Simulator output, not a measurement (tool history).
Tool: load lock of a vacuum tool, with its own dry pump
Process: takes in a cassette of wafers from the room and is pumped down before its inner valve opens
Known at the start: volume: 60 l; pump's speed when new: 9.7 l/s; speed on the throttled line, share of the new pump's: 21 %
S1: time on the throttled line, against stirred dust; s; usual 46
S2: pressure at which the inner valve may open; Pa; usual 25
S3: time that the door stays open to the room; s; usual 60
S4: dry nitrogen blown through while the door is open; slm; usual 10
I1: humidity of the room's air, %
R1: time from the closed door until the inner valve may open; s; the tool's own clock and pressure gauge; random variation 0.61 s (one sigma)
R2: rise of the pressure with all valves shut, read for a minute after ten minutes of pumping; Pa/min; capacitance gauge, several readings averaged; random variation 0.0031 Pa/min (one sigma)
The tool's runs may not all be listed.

Run 1, hour 0.0: usual settings; I1 44.1. Result: R1 100.9 s, R2 0.070 Pa/min.
At hour 292.3: dry pump taken out, an overhauled one fitted.
Run 2, hour 292.3: usual settings; I1 43.5. Result: R1 88.2 s, R2 0.069 Pa/min.
Run 3, hour 620.4: usual settings but S3 166 s; I1 42.6. Result: R1 87.4 s, R2 0.120 Pa/min.
Run 4, hour 763.0: usual settings but S3 166 s; I1 45.1. Result: R1 88.8 s, R2 0.131 Pa/min.
Run 5, hour 1067.6: usual settings but S2 19 Pa; I1 47.1. Result: R1 89.0 s, R2 0.085 Pa/min.
Run 6, hour 1220.2: usual settings but S3 43 s; I1 44.1. Result: R1 88.8 s, R2 0.081 Pa/min.
Run 7, hour 1461.4: usual settings but S3 43 s, S4 19 slm; I1 45.5. Result: R1 89.0 s, R2 0.070 Pa/min.
Run 8, hour 1714.9: usual settings but S3 43 s, S4 19 slm; I1 48.7. Result: R1 90.0 s, R2 0.082 Pa/min.
Run 9, hour 1935.8: usual settings; I1 44.4. Result: R1 89.2 s, R2 0.097 Pa/min.
Run 10, hour 2167.9: usual settings; I1 46.3. Result: R1 88.9 s, R2 0.101 Pa/min.
Run 11, hour 2325.1: usual settings; I1 43.2. Result: R1 88.5 s, R2 0.110 Pa/min.
Run 12, hour 2597.2: usual settings; I1 43.4. Result: R1 90.3 s, R2 0.110 Pa/min.
Run 13, hour 2863.2: usual settings; I1 45.5. Result: R1 91.2 s, R2 0.118 Pa/min.
Run 14, hour 3150.5: usual settings but S4 17 slm; I1 46.5. Result: R1 91.1 s, R2 0.114 Pa/min.
Run 15, hour 3422.2: usual settings but S4 17 slm; I1 45.4. Result: R1 91.3 s, R2 0.122 Pa/min.
Run 16, hour 3625.1: usual settings; I1 49.2. Result: R1 90.0 s, R2 0.141 Pa/min.
Run 17, hour 3897.9: usual settings but S2 20 Pa, S3 87 s, S4 25 slm; I1 47.5. Result: R1 93.0 s, R2 0.146 Pa/min.
Run 18, hour 4201.0: usual settings but S3 33 s, S4 21 slm; I1 44.9. Result: R1 91.6 s, R2 0.128 Pa/min.
Run 19, hour 4479.3: usual settings but S2 40 Pa, S4 30 slm; I1 44.1. Result: R1 88.6 s, R2 0.140 Pa/min.
Run 20, hour 4793.6: usual settings but S2 40 Pa, S4 30 slm; I1 44.5. Result: R1 88.2 s, R2 0.148 Pa/min.
Run 21, hour 5014.1: usual settings but S2 40 Pa, S4 30 slm; I1 44.9. Result: R1 88.4 s, R2 0.154 Pa/min.
Run 22, hour 5219.9: usual settings but S3 36 s; I1 42.5. Result: R1 93.7 s, R2 0.164 Pa/min.
Run 23, hour 5532.1: usual settings but S4 11 slm; I1 48.6. Result: R1 93.9 s, R2 0.191 Pa/min.
Run 24, hour 5675.0: usual settings but S1 71 s, S4 6 slm; I1 44.9. Result: R1 111.4 s, R2 0.202 Pa/min.
Run 25, hour 5866.7: usual settings but S1 56 s, S2 37 Pa, S3 157 s, S4 8 slm; I1 43.0. Result: R1 99.2 s, R2 0.249 Pa/min.
Run 26, hour 6108.2: usual settings but S1 56 s, S2 37 Pa, S3 157 s, S4 8 slm; I1 45.6. Result: R1 99.9 s, R2 0.250 Pa/min.
Run 27, hour 6329.5: usual settings but S1 69 s, S3 135 s; I1 44.6. Result: R1 113.1 s, R2 0.250 Pa/min.
Run 28, hour 6613.7: usual settings but S1 50 s, S2 33 Pa, S3 135 s; I1 44.3. Result: R1 95.2 s, R2 0.251 Pa/min.
Run 29, hour 6804.4: usual settings but S1 30 s, S2 29 Pa, S3 135 s; I1 46.1. Result: R1 80.3 s, R2 0.266 Pa/min.
Run 30, hour 7151.5: usual settings but S2 39 Pa, S4 6 slm; I1 45.9. Result: R1 91.3 s, R2 0.252 Pa/min.
Run 31, hour 7305.7: usual settings but S2 32 Pa, S3 55 s, S4 13 slm; I1 46.6. Result: R1 93.4 s, R2 0.243 Pa/min.
Run 32, hour 7505.9: usual settings but S1 76 s, S2 35 Pa, S3 47 s, S4 23 slm; I1 42.9. Result: R1 116.4 s, R2 0.232 Pa/min.

4 ways to go on from here, each from the tool as it stands after run 32. What would each give?
Run A, hour 7742.0: usual settings but S1 76 s, S2 19 Pa, S3 47 s, S4 23 slm; I1 45.7. Result: R1 ?, R2 ?.
Run B, hour 7742.0: usual settings but S1 29 s, S2 37 Pa; I1 40.4. Result: R1 ?, R2 ?.
Run C, hour 7742.0: usual settings but S1 76 s, S2 31 Pa, S3 38 s, S4 5 slm; I1 45.1. Result: R1 ?, R2 ?.
Run D, hour 7742.0: usual settings but S1 43 s, S3 56 s; I1 43.5. Result: R1 ?, R2 ?.

run     R1     R2
  A  120.8  0.231
  B   80.0  0.251
  C  118.2  0.260
  D   94.9  0.259
Without the tool's hidden state the same runs would have given:
run     R1     R2
  A  113.5  0.031
  B   71.6  0.048
  C  111.4  0.056
  D   86.6  0.058

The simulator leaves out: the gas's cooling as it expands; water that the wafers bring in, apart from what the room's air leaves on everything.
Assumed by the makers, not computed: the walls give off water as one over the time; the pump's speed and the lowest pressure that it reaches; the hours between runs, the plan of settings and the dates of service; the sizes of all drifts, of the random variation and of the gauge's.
